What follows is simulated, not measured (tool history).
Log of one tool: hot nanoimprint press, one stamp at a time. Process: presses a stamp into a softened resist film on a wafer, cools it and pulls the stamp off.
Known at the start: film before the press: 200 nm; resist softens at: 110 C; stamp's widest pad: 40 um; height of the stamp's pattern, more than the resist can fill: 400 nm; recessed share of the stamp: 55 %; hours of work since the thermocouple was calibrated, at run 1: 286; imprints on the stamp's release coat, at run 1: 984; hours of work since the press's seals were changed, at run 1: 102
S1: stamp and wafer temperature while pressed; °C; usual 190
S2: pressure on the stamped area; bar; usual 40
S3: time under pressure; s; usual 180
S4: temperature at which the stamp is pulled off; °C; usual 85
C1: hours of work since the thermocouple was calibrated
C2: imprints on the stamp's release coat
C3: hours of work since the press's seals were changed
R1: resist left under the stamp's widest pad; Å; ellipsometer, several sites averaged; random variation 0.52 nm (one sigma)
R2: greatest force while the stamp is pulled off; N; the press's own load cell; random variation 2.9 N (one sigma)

Run 1, hour 0: usual settings; C1 286; C2 984; C3 102. Result: R1 1024 Å, R2 163 N.
Run 2, hour 13.2: usual settings; C1 295; C2 1017; C3 111. Result: R1 1039 Å, R2 166 N.
Run 3, hour 27.5: usual settings but S2 62.7 bar; C1 305; C2 1052; C3 121. Result: R1 838 Å, R2 163 N.
Run 4, hour 36.4: usual settings but S2 62.7 bar; C1 311; C2 1075; C3 127. Result: R1 834 Å, R2 169 N.
Run 5, hour 47.5: usual settings but S2 62.7 bar; C1 319; C2 1102; C3 135. Result: R1 834 Å, R2 165 N.
Run 6, hour 61: usual settings but S2 62.7 bar, S3 206 s; C1 328; C2 1136; C3 144. Result: R1 798 Å, R2 163 N.
Run 7, hour 71.9: usual settings but S1 189 °C, S2 44 bar, S3 115 s, S4 75 °C; C1 336; C2 1163; C3 152. Result: R1 1177 Å, R2 184 N.
Run 8, hour 82.5: usual settings but S1 186 °C, S2 44 bar, S3 115 s, S4 81 °C; C1 343; C2 1189; C3 159. Result: R1 1253 Å, R2 171 N.
Run 9, hour 91.3: usual settings but S4 79 °C; C1 349; C2 1211; C3 165. Result: R1 1037 Å, R2 178 N.
Run 10, hour 100.3: usual settings but S4 79 °C; C1 355; C2 1233; C3 172. Result: R1 1036 Å, R2 177 N.
Run 11, hour 115.3: usual settings but S4 79 °C; C1 366; C2 1271; C3 182. Result: R1 1022 Å, R2 178 N.

4 ways to go on from here, each from the tool as it stands after run 11. What would each give?
Run A, hour 123.3: usual settings but S1 187 °C, S3 356 s, S4 75 °C; C1 371; C2 1291; C3 188. Result: R1 ?, R2 ?.
Run B, hour 123.3: usual settings but S3 105 s; C1 371; C2 1291; C3 188. Result: R1 ?, R2 ?.
Run C, hour 123.3: usual settings but S4 71 °C; C1 371; C2 1291; C3 188. Result: R1 ?, R2 ?.
Run D, hour 123.3: usual settings but S2 25 bar; C1 371; C2 1291; C3 188. Result: R1 ?, R2 ?.

run    R1   R2
  A   873  182
  B  1232  166
  C  1022  199
  D  1264  169
Without the tool's hidden state the same runs would have given:
run    R1   R2
  A   871  180
  B  1230  164
  C  1020  197
  D  1262  168

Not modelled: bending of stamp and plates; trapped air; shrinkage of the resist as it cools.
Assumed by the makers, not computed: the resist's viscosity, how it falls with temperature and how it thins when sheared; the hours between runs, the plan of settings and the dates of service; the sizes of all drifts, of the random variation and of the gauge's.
